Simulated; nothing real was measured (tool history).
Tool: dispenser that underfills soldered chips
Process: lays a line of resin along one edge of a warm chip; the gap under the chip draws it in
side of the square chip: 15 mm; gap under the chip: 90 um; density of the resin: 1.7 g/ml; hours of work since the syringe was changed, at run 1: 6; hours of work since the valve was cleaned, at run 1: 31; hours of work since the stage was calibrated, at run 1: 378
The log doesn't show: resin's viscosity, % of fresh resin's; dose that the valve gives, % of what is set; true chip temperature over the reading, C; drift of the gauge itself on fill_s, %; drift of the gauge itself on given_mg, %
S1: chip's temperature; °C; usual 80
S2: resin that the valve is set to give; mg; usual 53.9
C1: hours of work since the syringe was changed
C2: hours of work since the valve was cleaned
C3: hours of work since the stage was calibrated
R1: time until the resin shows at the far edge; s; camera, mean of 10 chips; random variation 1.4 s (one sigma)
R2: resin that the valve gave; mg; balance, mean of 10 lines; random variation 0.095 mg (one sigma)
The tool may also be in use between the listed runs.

run   hour  S1    S2  C1   C2   C3     R1     R2
  1      0  80  53.9   6   31  378  143.2   53.8
       6.1  -- new syringe of resin
  2   10.8  73  53.9   3   38  384  187.7  53.58
        22  -- new syringe of resin
  3   24.5  80  60.3   2   46  392  121.9  59.52
  4   34.1  80  60.3   7   52  398  148.9  59.39
      37.9  -- new syringe of resin
  5   46.8  80    58   5   59  406  138.7   57.2
      53.8  -- new syringe of resin
  6   61.9  80    58   5   68  415  136.5  57.01
      69.6  -- new syringe of resin
  7   70.7  80  53.9   1   73  420  118.2  52.76
        86  -- new syringe of resin
  8     87  80    50   1   83  430  119.6   48.8
  9     99  91  53.9   8   91  437   93.6  52.38
     101.8  -- new syringe of resin
 10  114.4  91  53.9   8  100  446     92  52.53
     117.2  -- new syringe of resin
 11  121.8  91  53.9   3  104  451     78  52.25
 12  131.9  80  53.9   9  110  457  162.2  52.18
     133.6  -- new syringe of resin
 13  139.2  80  53.9   3  115  461  130.7  52.24
     149.9  -- new syringe of resin
     150.9  -- dispensing valve cleaned and set on the balance
 14  152.9  80  53.9   1    1  469  120.8  54.04
 15  160.1  80  53.9   6    6  473  141.9  53.93
     166.9  -- new syringe of resin
 16  174.2  80  53.9   4   14  482    134  53.73
     182.6  -- new syringe of resin
 17  190.4  76  53.9   5   24  491  164.6  53.45
     198.6  -- new syringe of resin
     207.5  -- stage's temperature calibrated
 18  208.4  82  48.4   5   34    1  151.1  47.83
     215.2  -- new syringe of resin
 19  218.3  67  68.8   2   40    6  268.7  67.65
     231.9  -- new syringe of resin
 20  233.6  73  63.3   1   49   16  187.5  62.31
     247.3  -- new syringe of resin
 21  247.3  80  57.3   0   57   24  132.7  56.27
 22  260.4  79  51.8   8   65   32  186.5  50.94
     263.3  -- new syringe of resin
 23  272.8  79  51.8   6   73   39  168.2  50.65
     278.7  -- new syringe of resin
 24  281.4  79  51.8   2   78   44  148.4  50.62
 25  292.2  79  51.8   8   84   51  186.4  50.58
       294  -- new syringe of resin
 26  300.7  79  51.8   4   89   56  160.4  50.38
     309.8  -- new syringe of resin
 27    313  69  68.1   2   97   63    235  66.22
 28  321.9  76  52.9   7  102   69  209.6   51.2
     325.1  -- new syringe of resin
 29  333.8  68  52.9   5  109   76    287  50.94
     341.1  -- new syringe of resin
 30  344.4  83    68   2  115   82  117.4  65.55
 31  352.4  83  57.4   7  120   87  143.8  55.32
     354.5  -- dispensing valve cleaned and set on the balance
     357.6  -- new syringe of resin
 32    370  83  57.4   8    9   97  146.6  57.27
     373.9  -- new syringe of resin
 33  386.5  88  49.8   8   19  107  117.6  49.66

3 ways to go on from here, each from the tool as it stands after run 33. What would each give?
     389.6  -- new syringe of resin
  A  396.6  86  54.9   4  25  113   ?   ?
     389.6  -- new syringe of resin
  B  396.6  84  53.3   4  25  113   ?   ?
     389.6  -- new syringe of resin
  C  396.6  88  52.9   4  25  113   ?   ?

run     R1     R2
  A  108.9  54.63
  B    122   53.1
  C  102.6   52.5
Without the tool's hidden state the same runs would have given:
run     R1     R2
  A   99.1  55.01
  B  111.1  53.47
  C   93.4  52.87
